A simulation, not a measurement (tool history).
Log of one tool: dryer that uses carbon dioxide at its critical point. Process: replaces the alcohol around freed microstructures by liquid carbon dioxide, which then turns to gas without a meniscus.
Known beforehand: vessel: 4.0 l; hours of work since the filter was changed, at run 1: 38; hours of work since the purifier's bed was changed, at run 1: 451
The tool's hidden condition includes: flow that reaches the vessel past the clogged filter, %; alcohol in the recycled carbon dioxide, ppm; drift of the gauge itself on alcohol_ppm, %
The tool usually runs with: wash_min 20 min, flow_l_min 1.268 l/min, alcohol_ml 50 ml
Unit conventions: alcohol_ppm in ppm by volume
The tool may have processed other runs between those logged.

run	day	wash_min	flow_l_min	alcohol_ml	hours of work since the filter was changed	hours of work since the purifier's bed was changed	alcohol_ppm
1	0	20	1.268	50	38	451	121
2	0.775	20	1.268	50	45	458	126
3	1.796	20	1.268	50	54	467	136
4	2.454	20	1.25	50	61	474	135
5	3.346	20	1.25	50	69	482	145
6	3.967	20	1.25	50	75	488	139
7	5.05	20	1.25	50	85	498	145
8	6.167	20	1.25	50	95	508	148
9	7.362	20	1.25	50	106	519	153
10	8.542	20	1.25	50	117	530	169
11	9.675	20	1.268	50	128	541	172
12	10.396	20	1.268	50	135	548	158
13	11.042	12	1.268	50	141	554	714
14	11.779	20	1.268	40	148	561	144
15	12.346	20	1.268	50	153	566	163
16	13.396	25	0.95	50	163	576	198
17	14.279	18	0.84	42	171	584	627
18	14.804	18	0.91	92	176	589	1003
19	15.483	27	1.18	53	182	595	118
20	16.146	27	1.18	53	188	601	120
21	17.029	27	1.18	53	197	610	116
22	17.633	14	1.18	53	202	615	654
# day 18.325: inlet filter changed
23	18.346	14	1.08	35	0	621	403
24	18.879	22	1.82	90	5	626	102
25	19.512	22	1.82	90	11	632	111
26	20.171	17	1.268	44	17	638	210
27	21.317	31	1.268	39	28	649	96
# day 22.071: purifier's bed changed
28	22.562	14	1.64	24	38	5	59
29	23.579	20	0.77	49	48	14	449

Predict each of these 4 candidate next runs independently; none follows another, all start after run 29:
A	24.808	17	0.77	49	59	26	?
B	24.808	20	1.12	101	59	26	?
C	24.808	21	0.89	21	59	26	?
D	24.808	17	1.268	77	59	26	?

run	alcohol_ppm
A	747
B	237
C	100
D	229
Stripped of hidden state, with their random variation kept, the same runs would have yielded:
run	alcohol_ppm
A	651
B	187
C	79
D	183
